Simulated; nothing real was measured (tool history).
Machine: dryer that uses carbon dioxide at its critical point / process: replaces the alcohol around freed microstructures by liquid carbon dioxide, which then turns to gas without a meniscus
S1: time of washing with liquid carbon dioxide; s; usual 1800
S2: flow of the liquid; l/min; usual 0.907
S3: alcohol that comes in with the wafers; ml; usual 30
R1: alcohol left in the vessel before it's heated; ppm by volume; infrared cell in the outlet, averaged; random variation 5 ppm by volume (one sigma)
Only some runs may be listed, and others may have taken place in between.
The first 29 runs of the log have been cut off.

run 30 hour=640.3 | S1=2580 S2=1.134 S3=58 | R1=57
run 31 hour=670 | S1=1380 S2=1.491 S3=58 | R1=62
run 32 hour=691.6 | S1=1680 S2=1.047 S3=30 | R1=66
run 33 hour=715.7 | S1=1680 S2=1.047 S3=30 | R1=71
run 34 hour=744.7 | S1=1680 S2=1.047 S3=30 | R1=66
run 35 hour=766.6 | S1=1380 S2=1.047 S3=30 | R1=100
run 36 hour=794.8 | S1=2820 S2=1.138 S3=64 | R1=63
run 37 hour=810.1 | S1=1800 S2=0.907 S3=89 | R1=124
run 38 hour=826.6 | S1=1620 S2=1.124 S3=75 | R1=95
run 39 hour=855.8 | S1=2220 S2=1.112 S3=72 | R1=72
run 40 hour=882.9 | S1=2220 S2=1.112 S3=72 | R1=79
run 41 hour=900.4 | S1=2220 S2=1.112 S3=72 | R1=73
run 42 hour=915.2 | S1=2760 S2=1.112 S3=38 | R1=83
run 43 hour=934.7 | S1=1800 S2=1.186 S3=20 | R1=78
-- hour=958.6 inlet filter changed
run 44 hour=966.5 | S1=2040 S2=1.385 S3=30 | R1=76
run 45 hour=981.7 | S1=2040 S2=1.385 S3=30 | R1=69
run 46 hour=1008.8 | S1=2040 S2=1.385 S3=30 | R1=80

Each row is a separate what-if for the run after 46, all from the same tool condition, not one after another. Results?
run A hour=1023.1 | S1=1680 S2=0.756 S3=30 | R1=?
run B hour=1023.1 | S1=2040 S2=1.385 S3=109 | R1=?
run C hour=1023.1 | S1=2040 S2=0.744 S3=73 | R1=?
run D hour=1023.1 | S1=1680 S2=1.457 S3=30 | R1=?
run E hour=1023.1 | S1=1800 S2=1.429 S3=32 | R1=?

run=A R1=118
run=B R1=84
run=C R1=126
run=D R1=84
run=E R1=73
Without the tool's hidden state the same runs would have given:
run=A R1=36
run=B R1=8
run=C R1=45
run=D R1=8
run=E R1=0

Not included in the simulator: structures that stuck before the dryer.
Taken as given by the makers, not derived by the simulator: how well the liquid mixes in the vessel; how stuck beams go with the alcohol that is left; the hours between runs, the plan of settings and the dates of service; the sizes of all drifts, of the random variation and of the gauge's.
